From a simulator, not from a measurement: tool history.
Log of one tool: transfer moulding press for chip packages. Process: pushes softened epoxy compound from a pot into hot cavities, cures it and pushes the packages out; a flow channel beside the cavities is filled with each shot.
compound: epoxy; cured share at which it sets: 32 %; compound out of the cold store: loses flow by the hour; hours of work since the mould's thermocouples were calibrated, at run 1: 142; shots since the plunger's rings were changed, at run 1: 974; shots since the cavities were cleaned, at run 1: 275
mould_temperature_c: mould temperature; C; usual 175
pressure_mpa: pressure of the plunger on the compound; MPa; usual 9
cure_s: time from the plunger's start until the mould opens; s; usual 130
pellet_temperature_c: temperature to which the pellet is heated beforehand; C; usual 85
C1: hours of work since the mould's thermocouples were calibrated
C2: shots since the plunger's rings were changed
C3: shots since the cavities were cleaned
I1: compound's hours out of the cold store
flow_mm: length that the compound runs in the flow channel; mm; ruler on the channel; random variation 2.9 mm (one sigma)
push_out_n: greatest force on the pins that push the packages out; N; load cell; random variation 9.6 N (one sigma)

Run 1, day 0: usual settings; C1 142; C2 974; C3 275; I1 42.7. Result: flow_mm 643 mm, push_out_n 549 N.
Run 2, day 0.296: usual settings; C1 146; C2 1041; C3 342; I1 33.3. Result: flow_mm 649 mm, push_out_n 562 N.
Run 3, day 0.704: usual settings but cure_s 151 s; C1 152; C2 1133; C3 434; I1 23.8. Result: flow_mm 671 mm, push_out_n 566 N.
Run 4, day 0.938: usual settings but cure_s 151 s; C1 156; C2 1187; C3 488; I1 22.2. Result: flow_mm 673 mm, push_out_n 584 N.
Run 5, day 1.292: usual settings but pellet_temperature_c 79 C; C1 161; C2 1267; C3 568; I1 20.5. Result: flow_mm 672 mm, push_out_n 658 N.
At day 1.392: mould's thermocouples calibrated.
At day 1.558: cavities cleaned with cleaning compound and waxed.
Run 6, day 1.812: usual settings but pellet_temperature_c 79 C; C1 5; C2 1351; C3 57; I1 39. Result: flow_mm 644 mm, push_out_n 477 N.
Run 7, day 2.117: usual settings but pellet_temperature_c 79 C; C1 10; C2 1420; C3 126; I1 28. Result: flow_mm 659 mm, push_out_n 487 N.
At day 2.575: mould's thermocouples calibrated, once more.
Run 8, day 2.612: usual settings but mould_temperature_c 172 C, pressure_mpa 8.03 MPa; C1 1; C2 1514; C3 220; I1 24.9. Result: flow_mm 629 mm, push_out_n 593 N.
Run 9, day 3.042: usual settings but mould_temperature_c 177 C, pressure_mpa 7.13 MPa; C1 7; C2 1611; C3 317; I1 16.1. Result: flow_mm 601 mm, push_out_n 551 N.
Run 10, day 3.429: usual settings but mould_temperature_c 177 C, pressure_mpa 7.13 MPa; C1 13; C2 1699; C3 405; I1 42.2. Result: flow_mm 566 mm, push_out_n 577 N.
Run 11, day 3.8: usual settings but mould_temperature_c 179 C, pressure_mpa 7.46 MPa; C1 18; C2 1783; C3 489; I1 11.9. Result: flow_mm 616 mm, push_out_n 591 N.
Run 12, day 4.121: usual settings but mould_temperature_c 179 C, pressure_mpa 7.46 MPa; C1 23; C2 1856; C3 562; I1 29.2. Result: flow_mm 589 mm, push_out_n 577 N.
At day 4.362: cavities cleaned with cleaning compound and waxed.
Run 13, day 4.462: usual settings but mould_temperature_c 168 C, pressure_mpa 8.79 MPa; C1 27; C2 1919; C3 23; I1 9.2. Result: flow_mm 694 mm, push_out_n 649 N.
Run 14, day 4.883: usual settings but mould_temperature_c 168 C, pressure_mpa 8.79 MPa; C1 33; C2 2014; C3 118; I1 27.3. Result: flow_mm 668 mm, push_out_n 661 N.

5 ways to go on from here, each from the tool as it stands after run 14. What would each give?
Run A, day 5.138: usual settings but mould_temperature_c 168 C, pressure_mpa 6.95 MPa, pellet_temperature_c 78 C; C1 37; C2 2071; C3 175; I1 16.6. Result: flow_mm ?, push_out_n ?.
Run B, day 5.138: usual settings but mould_temperature_c 181 C, pressure_mpa 7.83 MPa, cure_s 135 s; C1 37; C2 2071; C3 175; I1 34.9. Result: flow_mm ?, push_out_n ?.
Run C, day 5.138: usual settings but mould_temperature_c 171 C, pressure_mpa 8.79 MPa, pellet_temperature_c 86 C; C1 37; C2 2071; C3 175; I1 25.4. Result: flow_mm ?, push_out_n ?.
Run D, day 5.138: usual settings but mould_temperature_c 168 C, pressure_mpa 10.81 MPa, pellet_temperature_c 95 C; C1 37; C2 2071; C3 175; I1 21.6. Result: flow_mm ?, push_out_n ?.
Run E, day 5.138: usual settings but pressure_mpa 8.79 MPa; C1 37; C2 2071; C3 175; I1 14.2. Result: flow_mm ?, push_out_n ?.

run  flow_mm  push_out_n
  A      611         729
  B      590         460
  C      669         594
  D      754         681
  E      670         510
Without the tool's hidden state the same runs would have given:
run  flow_mm  push_out_n
  A      620         619
  B      599         395
  C      679         505
  D      765         579
  E      680         437

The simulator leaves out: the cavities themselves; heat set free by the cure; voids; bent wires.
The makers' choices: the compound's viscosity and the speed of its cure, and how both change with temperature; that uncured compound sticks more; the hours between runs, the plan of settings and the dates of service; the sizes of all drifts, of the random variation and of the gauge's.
